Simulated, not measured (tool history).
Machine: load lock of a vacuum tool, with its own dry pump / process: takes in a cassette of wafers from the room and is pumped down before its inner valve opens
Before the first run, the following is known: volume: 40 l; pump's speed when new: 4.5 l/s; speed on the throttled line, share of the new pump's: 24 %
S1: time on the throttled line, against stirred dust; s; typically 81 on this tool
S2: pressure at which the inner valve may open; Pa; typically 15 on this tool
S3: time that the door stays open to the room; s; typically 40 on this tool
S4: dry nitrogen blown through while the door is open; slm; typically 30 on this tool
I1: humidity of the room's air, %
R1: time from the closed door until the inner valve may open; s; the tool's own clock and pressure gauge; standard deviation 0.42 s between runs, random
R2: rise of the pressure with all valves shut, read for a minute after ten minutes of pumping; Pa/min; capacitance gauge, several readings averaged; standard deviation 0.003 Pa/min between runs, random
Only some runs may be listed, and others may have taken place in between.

run 1 hour=0.0 | S1=81 S2=15 S3=40 S4=30 | I1=48.4 | R1=141.4 R2=0.387
run 2 hour=153.0 | S1=81 S2=15 S3=40 S4=30 | I1=47.7 | R1=141.4 R2=0.397
run 3 hour=309.8 | S1=81 S2=15 S3=40 S4=30 | I1=47.6 | R1=141.5 R2=0.402
run 4 hour=408.2 | S1=81 S2=13 S3=40 S4=30 | I1=44.8 | R1=143.2 R2=0.393
run 5 hour=512.7 | S1=81 S2=15 S3=40 S4=30 | I1=45.6 | R1=141.0 R2=0.403
run 6 hour=649.9 | S1=81 S2=15 S3=40 S4=30 | I1=46.9 | R1=141.5 R2=0.409
run 7 hour=753.7 | S1=81 S2=15 S3=40 S4=30 | I1=47.5 | R1=141.8 R2=0.406
run 8 hour=842.6 | S1=81 S2=15 S3=40 S4=30 | I1=44.0 | R1=141.5 R2=0.416
run 9 hour=931.7 | S1=159 S2=11 S3=32 S4=7 | I1=41.0 | R1=203.4 R2=0.429
run 10 hour=1017.7 | S1=159 S2=11 S3=32 S4=7 | I1=44.6 | R1=203.6 R2=0.432
run 11 hour=1208.1 | S1=159 S2=11 S3=32 S4=7 | I1=44.9 | R1=204.1 R2=0.442
run 12 hour=1315.1 | S1=159 S2=11 S3=32 S4=7 | I1=47.0 | R1=203.1 R2=0.451
run 13 hour=1450.8 | S1=159 S2=11 S3=32 S4=7 | I1=45.9 | R1=203.8 R2=0.452
run 14 hour=1614.0 | S1=159 S2=11 S3=32 S4=7 | I1=44.7 | R1=204.5 R2=0.461
run 15 hour=1760.3 | S1=41 S2=15 S3=26 S4=30 | I1=47.4 | R1=111.4 R2=0.437
run 16 hour=1928.0 | S1=41 S2=15 S3=221 S4=30 | I1=45.7 | R1=112.6 R2=0.519

5 ways to go on from here, each from the tool as it stands after run 16. What would each give?
run A hour=2015.6 | S1=81 S2=15 S3=185 S4=30 | I1=44.1 | R1=? R2=?
run B hour=2015.6 | S1=108 S2=15 S3=40 S4=36 | I1=46.5 | R1=? R2=?
run C hour=2015.6 | S1=97 S2=19 S3=221 S4=30 | I1=41.9 | R1=? R2=?
run D hour=2015.6 | S1=52 S2=10 S3=221 S4=18 | I1=41.8 | R1=? R2=?
run E hour=2015.6 | S1=130 S2=15 S3=221 S4=30 | I1=43.1 | R1=? R2=?

run=A R1=142.3 R2=0.509
run=B R1=162.3 R2=0.466
run=C R1=152.8 R2=0.525
run=D R1=124.1 R2=0.530
run=E R1=178.9 R2=0.513
Had the tool no hidden state, the same runs would have come out as:
run=A R1=140.1 R2=0.074
run=B R1=160.4 R2=0.026
run=C R1=150.9 R2=0.080
run=D R1=121.3 R2=0.091
run=E R1=177.2 R2=0.081
